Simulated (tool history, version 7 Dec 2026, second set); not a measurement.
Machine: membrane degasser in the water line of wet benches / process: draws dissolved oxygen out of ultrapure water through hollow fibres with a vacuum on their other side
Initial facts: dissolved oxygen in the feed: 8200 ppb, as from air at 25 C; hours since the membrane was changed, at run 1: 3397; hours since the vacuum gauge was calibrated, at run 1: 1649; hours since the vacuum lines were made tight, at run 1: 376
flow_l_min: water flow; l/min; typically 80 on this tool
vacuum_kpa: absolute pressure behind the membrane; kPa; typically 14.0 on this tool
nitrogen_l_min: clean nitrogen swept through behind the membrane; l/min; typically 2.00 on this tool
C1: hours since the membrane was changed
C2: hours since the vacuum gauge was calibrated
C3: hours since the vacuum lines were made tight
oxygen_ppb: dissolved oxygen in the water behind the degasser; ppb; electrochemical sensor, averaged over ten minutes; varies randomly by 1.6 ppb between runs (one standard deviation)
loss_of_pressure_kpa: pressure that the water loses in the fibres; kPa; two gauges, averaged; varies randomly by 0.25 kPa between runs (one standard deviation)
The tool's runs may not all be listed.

{"run": 1, "hour": 0.0, "flow_l_min": 80, "vacuum_kpa": 14.0, "nitrogen_l_min": 2.0, "C1": 3397, "C2": 1649, "C3": 376, "oxygen_ppb": 832.8, "loss_of_pressure_kpa": 65.36}
{"run": 2, "hour": 134.8, "flow_l_min": 80, "vacuum_kpa": 14.0, "nitrogen_l_min": 2.0, "C1": 3531, "C2": 1784, "C3": 511, "oxygen_ppb": 828.9, "loss_of_pressure_kpa": 65.79}
{"run": 3, "hour": 266.4, "flow_l_min": 80, "vacuum_kpa": 14.0, "nitrogen_l_min": 2.0, "C1": 3663, "C2": 1916, "C3": 642, "oxygen_ppb": 833.0, "loss_of_pressure_kpa": 65.72}
{"run": 4, "hour": 328.8, "flow_l_min": 80, "vacuum_kpa": 14.0, "nitrogen_l_min": 2.0, "C1": 3725, "C2": 1978, "C3": 705, "oxygen_ppb": 834.9, "loss_of_pressure_kpa": 65.43}
{"run": 5, "hour": 453.3, "flow_l_min": 80, "vacuum_kpa": 14.0, "nitrogen_l_min": 2.0, "C1": 3850, "C2": 2103, "C3": 829, "oxygen_ppb": 834.5, "loss_of_pressure_kpa": 65.42}
{"run": 6, "hour": 572.3, "flow_l_min": 80, "vacuum_kpa": 14.0, "nitrogen_l_min": 2.0, "C1": 3969, "C2": 2222, "C3": 948, "oxygen_ppb": 834.6, "loss_of_pressure_kpa": 65.95}
{"run": 7, "hour": 654.4, "flow_l_min": 80, "vacuum_kpa": 14.0, "nitrogen_l_min": 2.0, "C1": 4051, "C2": 2304, "C3": 1030, "oxygen_ppb": 834.9, "loss_of_pressure_kpa": 65.96}
{"run": 8, "hour": 796.0, "flow_l_min": 80, "vacuum_kpa": 14.0, "nitrogen_l_min": 2.0, "C1": 4193, "C2": 2445, "C3": 1172, "oxygen_ppb": 834.5, "loss_of_pressure_kpa": 65.32}
{"run": 9, "hour": 939.7, "flow_l_min": 80, "vacuum_kpa": 14.0, "nitrogen_l_min": 2.0, "C1": 4336, "C2": 2589, "C3": 1316, "oxygen_ppb": 838.7, "loss_of_pressure_kpa": 65.91}
{"run": 10, "hour": 1088.6, "flow_l_min": 80, "vacuum_kpa": 14.0, "nitrogen_l_min": 4.26, "C1": 4485, "C2": 2738, "C3": 1465, "oxygen_ppb": 474.5, "loss_of_pressure_kpa": 65.39}
{"run": 11, "hour": 1223.3, "flow_l_min": 80, "vacuum_kpa": 14.0, "nitrogen_l_min": 2.0, "C1": 4620, "C2": 2873, "C3": 1599, "oxygen_ppb": 840.0, "loss_of_pressure_kpa": 65.65}
{"run": 12, "hour": 1355.6, "flow_l_min": 54, "vacuum_kpa": 14.0, "nitrogen_l_min": 2.0, "C1": 4752, "C2": 3005, "C3": 1731, "oxygen_ppb": 594.9, "loss_of_pressure_kpa": 44.1}
{"hour": 1448.5, "done": "vacuum gauge calibrated"}
{"run": 13, "hour": 1478.9, "flow_l_min": 54, "vacuum_kpa": 14.0, "nitrogen_l_min": 2.0, "C1": 4875, "C2": 30, "C3": 1854, "oxygen_ppb": 597.4, "loss_of_pressure_kpa": 44.67}
{"run": 14, "hour": 1571.2, "flow_l_min": 54, "vacuum_kpa": 14.0, "nitrogen_l_min": 2.0, "C1": 4967, "C2": 123, "C3": 1947, "oxygen_ppb": 598.0, "loss_of_pressure_kpa": 44.59}
{"run": 15, "hour": 1663.5, "flow_l_min": 54, "vacuum_kpa": 14.0, "nitrogen_l_min": 2.0, "C1": 5060, "C2": 215, "C3": 2039, "oxygen_ppb": 596.7, "loss_of_pressure_kpa": 44.47}
{"run": 16, "hour": 1731.0, "flow_l_min": 54, "vacuum_kpa": 14.0, "nitrogen_l_min": 2.0, "C1": 5127, "C2": 283, "C3": 2106, "oxygen_ppb": 595.9, "loss_of_pressure_kpa": 44.32}
{"run": 17, "hour": 1866.4, "flow_l_min": 90, "vacuum_kpa": 31.6, "nitrogen_l_min": 5.11, "C1": 5263, "C2": 418, "C3": 2242, "oxygen_ppb": 1069.5, "loss_of_pressure_kpa": 73.59}
{"run": 18, "hour": 1974.6, "flow_l_min": 54, "vacuum_kpa": 31.6, "nitrogen_l_min": 0.98, "C1": 5371, "C2": 526, "C3": 2350, "oxygen_ppb": 2296.8, "loss_of_pressure_kpa": 44.45}
{"run": 19, "hour": 2055.5, "flow_l_min": 54, "vacuum_kpa": 31.6, "nitrogen_l_min": 0.98, "C1": 5452, "C2": 607, "C3": 2431, "oxygen_ppb": 2298.2, "loss_of_pressure_kpa": 44.46}
{"run": 20, "hour": 2173.0, "flow_l_min": 54, "vacuum_kpa": 29.3, "nitrogen_l_min": 0.9, "C1": 5569, "C2": 725, "C3": 2548, "oxygen_ppb": 2271.8, "loss_of_pressure_kpa": 44.33}
{"run": 21, "hour": 2250.1, "flow_l_min": 66, "vacuum_kpa": 31.2, "nitrogen_l_min": 2.0, "C1": 5646, "C2": 802, "C3": 2625, "oxygen_ppb": 1633.7, "loss_of_pressure_kpa": 54.47}
{"run": 22, "hour": 2324.2, "flow_l_min": 83, "vacuum_kpa": 18.6, "nitrogen_l_min": 2.0, "C1": 5720, "C2": 876, "C3": 2700, "oxygen_ppb": 1178.9, "loss_of_pressure_kpa": 68.45}
{"run": 23, "hour": 2429.3, "flow_l_min": 68, "vacuum_kpa": 20.9, "nitrogen_l_min": 2.0, "C1": 5825, "C2": 981, "C3": 2805, "oxygen_ppb": 1134.0, "loss_of_pressure_kpa": 55.95}
{"run": 24, "hour": 2522.7, "flow_l_min": 68, "vacuum_kpa": 20.9, "nitrogen_l_min": 2.0, "C1": 5919, "C2": 1074, "C3": 2898, "oxygen_ppb": 1131.5, "loss_of_pressure_kpa": 55.66}
{"run": 25, "hour": 2605.9, "flow_l_min": 68, "vacuum_kpa": 20.9, "nitrogen_l_min": 2.0, "C1": 6002, "C2": 1157, "C3": 2981, "oxygen_ppb": 1136.3, "loss_of_pressure_kpa": 55.78}
{"run": 26, "hour": 2697.5, "flow_l_min": 68, "vacuum_kpa": 20.9, "nitrogen_l_min": 2.0, "C1": 6094, "C2": 1249, "C3": 3073, "oxygen_ppb": 1132.9, "loss_of_pressure_kpa": 55.66}
{"run": 27, "hour": 2843.5, "flow_l_min": 86, "vacuum_kpa": 22.1, "nitrogen_l_min": 3.9, "C1": 6240, "C2": 1395, "C3": 3219, "oxygen_ppb": 893.1, "loss_of_pressure_kpa": 70.46}
{"run": 28, "hour": 2953.5, "flow_l_min": 86, "vacuum_kpa": 22.1, "nitrogen_l_min": 1.88, "C1": 6350, "C2": 1505, "C3": 3329, "oxygen_ppb": 1511.2, "loss_of_pressure_kpa": 70.38}
{"run": 29, "hour": 3018.4, "flow_l_min": 72, "vacuum_kpa": 25.4, "nitrogen_l_min": 1.1, "C1": 6414, "C2": 1570, "C3": 3394, "oxygen_ppb": 2124.8, "loss_of_pressure_kpa": 59.47}
{"hour": 3074.7, "done": "gauge calibrated"}
{"run": 30, "hour": 3169.3, "flow_l_min": 80, "vacuum_kpa": 15.9, "nitrogen_l_min": 2.88, "C1": 6565, "C2": 1721, "C3": 3545, "oxygen_ppb": 732.7, "loss_of_pressure_kpa": 65.82}
{"run": 31, "hour": 3275.7, "flow_l_min": 84, "vacuum_kpa": 15.9, "nitrogen_l_min": 0.99, "C1": 6672, "C2": 1827, "C3": 3651, "oxygen_ppb": 1568.0, "loss_of_pressure_kpa": 69.14}
{"run": 32, "hour": 3341.3, "flow_l_min": 84, "vacuum_kpa": 15.9, "nitrogen_l_min": 0.99, "C1": 6737, "C2": 1893, "C3": 3717, "oxygen_ppb": 1573.1, "loss_of_pressure_kpa": 69.5}

A few steps of oxygen_ppb between consecutive runs. Split each: what settings, incoming material and random variation would produce without the hidden state, and what is left over for the hidden state, along with gauge scatter present in only one of the two compared results (measured, and without hidden state):
Hidden conditions of the tool in this case: membrane still open, %; true pressure behind the membrane over the reading, kPa; air that leaks in behind the membrane, l/min; drift of the gauge itself on oxygen_ppb, %; drift of the gauge itself on loss_of_pressure_kpa, %.
Run 17 -> 18: flow_l_min 90 -> 54, nitrogen_l_min 5.11 -> 0.98. oxygen_ppb +1227.3 ppb: hidden state +12.7, all else +1214.6.
Run 27 -> 28: nitrogen_l_min 3.90 -> 1.88. oxygen_ppb +618.1 ppb: hidden state +9.7, all else +608.4.
Run 29 -> 30: flow_l_min 72 -> 80, vacuum_kpa 25.4 -> 15.9, nitrogen_l_min 1.10 -> 2.88, gauge calibrated. oxygen_ppb -1392.1 ppb: hidden state -32.0, all else -1360.1.
Run 30 -> 31: flow_l_min 80 -> 84, nitrogen_l_min 2.88 -> 0.99. oxygen_ppb +835.3 ppb: hidden state +1.3, all else +834.0.
